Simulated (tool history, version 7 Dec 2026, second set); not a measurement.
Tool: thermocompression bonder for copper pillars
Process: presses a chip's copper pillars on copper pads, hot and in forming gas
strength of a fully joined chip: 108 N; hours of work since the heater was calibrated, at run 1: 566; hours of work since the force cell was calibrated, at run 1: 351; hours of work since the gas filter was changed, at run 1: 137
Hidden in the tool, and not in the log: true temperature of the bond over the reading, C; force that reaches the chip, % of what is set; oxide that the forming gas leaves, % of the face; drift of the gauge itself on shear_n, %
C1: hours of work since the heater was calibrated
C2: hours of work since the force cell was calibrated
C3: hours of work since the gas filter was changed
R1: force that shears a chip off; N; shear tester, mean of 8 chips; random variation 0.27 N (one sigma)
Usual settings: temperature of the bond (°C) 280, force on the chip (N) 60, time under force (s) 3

run 1 hour=0.0 | temperature_of_the_bond_(°C)=280 force_on_the_chip_(N)=60 time_under_force_(s)=3 | C1=566 C2=351 C3=137 | R1=81.8
run 2 hour=9.8 | temperature_of_the_bond_(°C)=280 force_on_the_chip_(N)=60 time_under_force_(s)=3 | C1=571 C2=357 C3=143 | R1=82.0
run 3 hour=20.8 | temperature_of_the_bond_(°C)=280 force_on_the_chip_(N)=60 time_under_force_(s)=3 | C1=578 C2=364 C3=150 | R1=81.8
run 4 hour=33.1 | temperature_of_the_bond_(°C)=280 force_on_the_chip_(N)=60 time_under_force_(s)=3 | C1=586 C2=371 C3=157 | R1=81.4
run 5 hour=45.0 | temperature_of_the_bond_(°C)=280 force_on_the_chip_(N)=60 time_under_force_(s)=3 | C1=593 C2=378 C3=164 | R1=81.4
run 6 hour=55.4 | temperature_of_the_bond_(°C)=280 force_on_the_chip_(N)=56 time_under_force_(s)=3 | C1=599 C2=385 C3=171 | R1=78.3
run 7 hour=66.3 | temperature_of_the_bond_(°C)=280 force_on_the_chip_(N)=56 time_under_force_(s)=3 | C1=606 C2=391 C3=177 | R1=78.2
run 8 hour=75.3 | temperature_of_the_bond_(°C)=299 force_on_the_chip_(N)=56 time_under_force_(s)=3 | C1=611 C2=397 C3=183 | R1=86.9
run 9 hour=93.0 | temperature_of_the_bond_(°C)=280 force_on_the_chip_(N)=69 time_under_force_(s)=3 | C1=622 C2=407 C3=194 | R1=88.0
run 10 hour=107.6 | temperature_of_the_bond_(°C)=280 force_on_the_chip_(N)=69 time_under_force_(s)=3 | C1=631 C2=416 C3=202 | R1=87.6
run 11 hour=121.9 | temperature_of_the_bond_(°C)=280 force_on_the_chip_(N)=69 time_under_force_(s)=3 | C1=639 C2=425 C3=211 | R1=87.8
run 12 hour=138.1 | temperature_of_the_bond_(°C)=280 force_on_the_chip_(N)=44 time_under_force_(s)=9 | C1=649 C2=435 C3=221 | R1=84.7
run 13 hour=156.6 | temperature_of_the_bond_(°C)=280 force_on_the_chip_(N)=74 time_under_force_(s)=8 | C1=660 C2=446 C3=232 | R1=99.2
run 14 hour=167.4 | temperature_of_the_bond_(°C)=255 force_on_the_chip_(N)=47 time_under_force_(s)=5 | C1=667 C2=453 C3=239 | R1=63.4
run 15 hour=178.4 | temperature_of_the_bond_(°C)=280 force_on_the_chip_(N)=38 time_under_force_(s)=6 | C1=674 C2=459 C3=245 | R1=69.7
run 16 hour=190.7 | temperature_of_the_bond_(°C)=280 force_on_the_chip_(N)=38 time_under_force_(s)=6 | C1=681 C2=467 C3=253 | R1=70.1
run 17 hour=204.1 | temperature_of_the_bond_(°C)=255 force_on_the_chip_(N)=60 time_under_force_(s)=3 | C1=689 C2=475 C3=261 | R1=67.5
run 18 hour=212.5 | temperature_of_the_bond_(°C)=254 force_on_the_chip_(N)=77 time_under_force_(s)=2 | C1=694 C2=480 C3=266 | R1=72.7
run 19 hour=231.6 | temperature_of_the_bond_(°C)=254 force_on_the_chip_(N)=41 time_under_force_(s)=3 | C1=706 C2=491 C3=278 | R1=46.7
run 20 hour=243.9 | temperature_of_the_bond_(°C)=254 force_on_the_chip_(N)=41 time_under_force_(s)=3 | C1=713 C2=499 C3=285 | R1=46.8
run 21 hour=257.5 | temperature_of_the_bond_(°C)=252 force_on_the_chip_(N)=79 time_under_force_(s)=3 | C1=722 C2=507 C3=293 | R1=79.5

The same runs without the tool's hidden state, with the same run-to-run variation:
run=1 R1=79.7
run=2 R1=80.0
run=3 R1=79.9
run=4 R1=79.5
run=5 R1=79.6
run=6 R1=76.2
run=7 R1=76.2
run=8 R1=86.0
run=9 R1=87.2
run=10 R1=86.9
run=11 R1=87.2
run=12 R1=83.8
run=13 R1=101.7
run=14 R1=60.6
run=15 R1=67.6
run=16 R1=68.1
run=17 R1=65.0
run=18 R1=70.5
run=19 R1=43.9
run=20 R1=44.0
run=21 R1=78.3
